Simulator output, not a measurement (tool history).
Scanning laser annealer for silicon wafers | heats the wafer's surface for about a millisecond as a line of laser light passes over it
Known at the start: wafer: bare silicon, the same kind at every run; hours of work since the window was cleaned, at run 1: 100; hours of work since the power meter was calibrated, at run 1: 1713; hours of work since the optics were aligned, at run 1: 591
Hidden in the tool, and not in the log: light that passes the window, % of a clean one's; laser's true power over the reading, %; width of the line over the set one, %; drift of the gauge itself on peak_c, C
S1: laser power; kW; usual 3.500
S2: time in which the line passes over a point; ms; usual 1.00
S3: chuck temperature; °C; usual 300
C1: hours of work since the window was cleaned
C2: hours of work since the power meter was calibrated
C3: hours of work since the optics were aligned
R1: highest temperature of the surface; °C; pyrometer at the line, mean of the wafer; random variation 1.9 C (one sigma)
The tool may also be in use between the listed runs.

Run 1, day 0.000: usual settings; C1 100; C2 1713; C3 591. Result: R1 1112 °C.
Run 2, day 2.954: usual settings; C1 153; C2 1766; C3 644. Result: R1 1109 °C.
Run 3, day 5.288: usual settings but S3 319 °C; C1 195; C2 1807; C3 686. Result: R1 1125 °C.
Run 4, day 6.600: usual settings; C1 218; C2 1831; C3 709. Result: R1 1105 °C.
Run 5, day 9.254: usual settings; C1 266; C2 1878; C3 757. Result: R1 1101 °C.
Run 6, day 11.079: usual settings but S2 0.89 ms; C1 298; C2 1911; C3 789. Result: R1 1058 °C.
Run 7, day 12.871: usual settings; C1 330; C2 1943; C3 821. Result: R1 1095 °C.
Run 8, day 15.762: usual settings but S1 3.653 kW; C1 382; C2 1994; C3 873. Result: R1 1129 °C.
Run 9, day 18.862: usual settings but S1 3.653 kW; C1 437; C2 2050; C3 928. Result: R1 1128 °C.
Run 10, day 21.746: usual settings but S1 3.653 kW; C1 489; C2 2101; C3 980. Result: R1 1125 °C.
Run 11, day 23.088: usual settings but S1 3.653 kW; C1 513; C2 2125; C3 1004. Result: R1 1123 °C.
Run 12, day 24.500: usual settings; C1 538; C2 2150; C3 1029. Result: R1 1085 °C.
Run 13, day 27.225: usual settings but S3 284 °C; C1 587; C2 2199; C3 1077. Result: R1 1063 °C.
Run 14, day 28.604: usual settings but S3 284 °C; C1 611; C2 2224; C3 1102. Result: R1 1060 °C.
Run 15, day 30.208: usual settings; C1 640; C2 2252; C3 1131. Result: R1 1078 °C.
At day 30.538: window over the wafer cleaned.
Run 16, day 32.854: usual settings but S1 3.104 kW; C1 41; C2 2298; C3 1176. Result: R1 972 °C.
Run 17, day 35.625: usual settings but S1 3.104 kW; C1 91; C2 2348; C3 1226. Result: R1 965 °C.
Run 18, day 37.912: usual settings but S2 0.74 ms, S3 295 °C; C1 132; C2 2388; C3 1267. Result: R1 961 °C.
Run 19, day 40.192: usual settings but S2 0.74 ms, S3 295 °C; C1 172; C2 2429; C3 1307. Result: R1 953 °C.
At day 41.196: window over the wafer cleaned, once more.
Run 20, day 41.925: usual settings but S1 3.552 kW, S2 0.75 ms, S3 272 °C; C1 13; C2 2458; C3 1337. Result: R1 992 °C.
Run 21, day 43.312: usual settings but S1 3.333 kW, S2 0.93 ms, S3 271 °C; C1 38; C2 2483; C3 1362. Result: R1 1008 °C.
Run 22, day 44.883: usual settings but S1 3.535 kW, S2 1.16 ms, S3 295 °C; C1 66; C2 2511; C3 1390. Result: R1 1163 °C.
Run 23, day 48.000: usual settings but S1 3.535 kW, S2 1.16 ms, S3 287 °C; C1 121; C2 2567; C3 1445. Result: R1 1157 °C.
Run 24, day 50.775: usual settings but S2 0.84 ms, S3 305 °C; C1 171; C2 2617; C3 1495. Result: R1 1041 °C.
Run 25, day 52.788: usual settings but S2 0.84 ms, S3 305 °C; C1 207; C2 2653; C3 1531. Result: R1 1036 °C.
Run 26, day 55.054: usual settings but S2 0.84 ms, S3 305 °C; C1 247; C2 2693; C3 1571. Result: R1 1037 °C.
Run 27, day 58.096: usual settings but S2 1.11 ms, S3 326 °C; C1 302; C2 2747; C3 1626. Result: R1 1155 °C.
At day 58.988: optics aligned, line set to its width.
Run 28, day 59.646: usual settings but S2 1.17 ms, S3 276 °C; C1 326; C2 2771; C3 12. Result: R1 1136 °C.
Run 29, day 61.475: usual settings but S2 1.17 ms, S3 276 °C; C1 358; C2 2804; C3 44. Result: R1 1131 °C.
Run 30, day 64.021: usual settings but S1 3.129 kW, S2 0.72 ms, S3 331 °C; C1 404; C2 2849; C3 90. Result: R1 932 °C.
Run 31, day 65.308: usual settings but S1 3.016 kW, S3 263 °C; C1 427; C2 2872; C3 113. Result: R1 932 °C.
Run 32, day 66.804: usual settings but S2 0.91 ms, S3 309 °C; C1 454; C2 2899; C3 140. Result: R1 1066 °C.
Run 33, day 68.354: usual settings but S1 3.357 kW, S2 0.89 ms, S3 327 °C; C1 481; C2 2927; C3 167. Result: R1 1039 °C.
Run 34, day 69.746: usual settings but S1 3.033 kW, S2 0.93 ms; C1 506; C2 2952; C3 192. Result: R1 947 °C.

3 ways to go on from here, each from the tool as it stands after run 34. What would each give?
Run A, day 72.296: usual settings but S1 3.338 kW, S2 0.94 ms, S3 313 °C; C1 552; C2 2997; C3 238. Result: R1 ?.
Run B, day 72.296: usual settings but S1 3.773 kW, S2 1.03 ms, S3 326 °C; C1 552; C2 2997; C3 238. Result: R1 ?.
Run C, day 72.296: usual settings but S3 266 °C; C1 552; C2 2997; C3 238. Result: R1 ?.

run    R1
  A  1033
  B  1193
  C  1048
Without the tool's hidden state the same runs would have given:
run    R1
  A  1074
  B  1242
  C  1093
